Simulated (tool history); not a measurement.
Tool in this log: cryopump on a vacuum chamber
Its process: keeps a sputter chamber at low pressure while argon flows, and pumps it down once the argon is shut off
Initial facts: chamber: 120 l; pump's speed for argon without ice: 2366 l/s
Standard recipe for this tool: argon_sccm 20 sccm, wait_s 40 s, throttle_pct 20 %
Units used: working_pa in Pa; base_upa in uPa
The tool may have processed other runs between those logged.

{"run": 1, "hour": 0.0, "argon_sccm": 20, "wait_s": 40, "throttle_pct": 20, "working_pa": 0.0725, "base_upa": 1.26}
{"run": 2, "hour": 15.9, "argon_sccm": 22, "wait_s": 40, "throttle_pct": 20, "working_pa": 0.0793, "base_upa": 1.25}
{"run": 3, "hour": 28.1, "argon_sccm": 9, "wait_s": 40, "throttle_pct": 20, "working_pa": 0.0327, "base_upa": 1.31}
{"run": 4, "hour": 38.2, "argon_sccm": 20, "wait_s": 40, "throttle_pct": 20, "working_pa": 0.0727, "base_upa": 1.32}
{"run": 5, "hour": 58.8, "argon_sccm": 20, "wait_s": 78, "throttle_pct": 20, "working_pa": 0.0721, "base_upa": 1.13}
{"run": 6, "hour": 71.5, "argon_sccm": 20, "wait_s": 78, "throttle_pct": 20, "working_pa": 0.0736, "base_upa": 1.09}
{"run": 7, "hour": 82.3, "argon_sccm": 25, "wait_s": 40, "throttle_pct": 20, "working_pa": 0.0906, "base_upa": 1.33}
{"run": 8, "hour": 94.1, "argon_sccm": 25, "wait_s": 40, "throttle_pct": 20, "working_pa": 0.0908, "base_upa": 1.32}
{"run": 9, "hour": 111.0, "argon_sccm": 25, "wait_s": 40, "throttle_pct": 20, "working_pa": 0.0917, "base_upa": 1.3}
{"run": 10, "hour": 121.7, "argon_sccm": 25, "wait_s": 40, "throttle_pct": 20, "working_pa": 0.0916, "base_upa": 1.35}
{"run": 11, "hour": 132.2, "argon_sccm": 20, "wait_s": 40, "throttle_pct": 32, "working_pa": 0.0463, "base_upa": 1.32}
{"run": 12, "hour": 143.3, "argon_sccm": 20, "wait_s": 40, "throttle_pct": 32, "working_pa": 0.0462, "base_upa": 1.33}
{"run": 13, "hour": 163.4, "argon_sccm": 20, "wait_s": 69, "throttle_pct": 20, "working_pa": 0.0733, "base_upa": 1.15}
{"run": 14, "hour": 181.1, "argon_sccm": 20, "wait_s": 69, "throttle_pct": 20, "working_pa": 0.073, "base_upa": 1.15}
{"run": 15, "hour": 192.9, "argon_sccm": 20, "wait_s": 69, "throttle_pct": 20, "working_pa": 0.0739, "base_upa": 1.18}
{"run": 16, "hour": 201.7, "argon_sccm": 20, "wait_s": 164, "throttle_pct": 20, "working_pa": 0.0722, "base_upa": 1.05}
{"run": 17, "hour": 214.5, "argon_sccm": 20, "wait_s": 164, "throttle_pct": 20, "working_pa": 0.074, "base_upa": 1.06}
{"run": 18, "hour": 234.8, "argon_sccm": 9, "wait_s": 172, "throttle_pct": 59, "working_pa": 0.0118, "base_upa": 1.04}
{"run": 19, "hour": 248.7, "argon_sccm": 17, "wait_s": 73, "throttle_pct": 41, "working_pa": 0.0311, "base_upa": 1.16}
{"run": 20, "hour": 263.8, "argon_sccm": 17, "wait_s": 73, "throttle_pct": 41, "working_pa": 0.0317, "base_upa": 1.2}
{"run": 21, "hour": 272.9, "argon_sccm": 11, "wait_s": 192, "throttle_pct": 33, "working_pa": 0.0252, "base_upa": 1.1}
{"run": 22, "hour": 292.3, "argon_sccm": 11, "wait_s": 39, "throttle_pct": 32, "working_pa": 0.0246, "base_upa": 1.44}
{"run": 23, "hour": 301.5, "argon_sccm": 11, "wait_s": 66, "throttle_pct": 18, "working_pa": 0.0451, "base_upa": 1.24}
{"run": 24, "hour": 315.1, "argon_sccm": 11, "wait_s": 66, "throttle_pct": 18, "working_pa": 0.0452, "base_upa": 1.29}
{"run": 25, "hour": 323.8, "argon_sccm": 10, "wait_s": 23, "throttle_pct": 18, "working_pa": 0.0408, "base_upa": 1.69}
{"run": 26, "hour": 336.6, "argon_sccm": 10, "wait_s": 262, "throttle_pct": 21, "working_pa": 0.0356, "base_upa": 1.07}
{"run": 27, "hour": 345.3, "argon_sccm": 11, "wait_s": 39, "throttle_pct": 28, "working_pa": 0.0287, "base_upa": 1.43}
{"run": 28, "hour": 361.7, "argon_sccm": 11, "wait_s": 39, "throttle_pct": 28, "working_pa": 0.0293, "base_upa": 1.48}
{"run": 29, "hour": 376.3, "argon_sccm": 29, "wait_s": 66, "throttle_pct": 16, "working_pa": 0.1341, "base_upa": 1.23}
{"run": 30, "hour": 389.0, "argon_sccm": 20, "wait_s": 40, "throttle_pct": 36, "working_pa": 0.0422, "base_upa": 1.47}
{"run": 31, "hour": 405.3, "argon_sccm": 17, "wait_s": 40, "throttle_pct": 16, "working_pa": 0.0781, "base_upa": 1.46}
{"run": 32, "hour": 419.4, "argon_sccm": 17, "wait_s": 23, "throttle_pct": 16, "working_pa": 0.0778, "base_upa": 1.84}
{"run": 33, "hour": 439.3, "argon_sccm": 17, "wait_s": 23, "throttle_pct": 16, "working_pa": 0.0771, "base_upa": 1.75}
{"run": 34, "hour": 453.8, "argon_sccm": 17, "wait_s": 29, "throttle_pct": 22, "working_pa": 0.0568, "base_upa": 1.64}

The logged runs with the hidden state left out (each run's random variation unchanged):
Hidden state present: pump's speed, % of a pump's without ice; cold plate's temperature, K; leak into the chamber, uPa l/s; drift of the gauge itself on working_pa, %; drift of the gauge itself on base_upa, %.
run=1 working_pa=0.0713 base_upa=0.52
run=2 working_pa=0.078 base_upa=0.51
run=3 working_pa=0.0321 base_upa=0.55
run=4 working_pa=0.0714 base_upa=0.56
run=5 working_pa=0.0707 base_upa=0.37
run=6 working_pa=0.0722 base_upa=0.33
run=7 working_pa=0.0888 base_upa=0.55
run=8 working_pa=0.089 base_upa=0.54
run=9 working_pa=0.0898 base_upa=0.53
run=10 working_pa=0.0897 base_upa=0.54
run=11 working_pa=0.0447 base_upa=0.52
run=12 working_pa=0.0445 base_upa=0.53
run=13 working_pa=0.0716 base_upa=0.35
run=14 working_pa=0.0713 base_upa=0.34
run=15 working_pa=0.0721 base_upa=0.35
run=16 working_pa=0.0704 base_upa=0.23
run=17 working_pa=0.0722 base_upa=0.23
run=18 working_pa=0.0109 base_upa=0.22
run=19 working_pa=0.0294 base_upa=0.31
run=20 working_pa=0.03 base_upa=0.34
run=21 working_pa=0.0241 base_upa=0.25
run=22 working_pa=0.0235 base_upa=0.58
run=23 working_pa=0.0439 base_upa=0.38
run=24 working_pa=0.0441 base_upa=0.41
run=25 working_pa=0.0397 base_upa=0.81
run=26 working_pa=0.0345 base_upa=0.18
run=27 working_pa=0.0275 base_upa=0.53
run=28 working_pa=0.0281 base_upa=0.57
run=29 working_pa=0.1308 base_upa=0.36
run=30 working_pa=0.0399 base_upa=0.57
run=31 working_pa=0.0761 base_upa=0.53
run=32 working_pa=0.0758 base_upa=0.88
run=33 working_pa=0.075 base_upa=0.82
run=34 working_pa=0.0547 base_upa=0.68
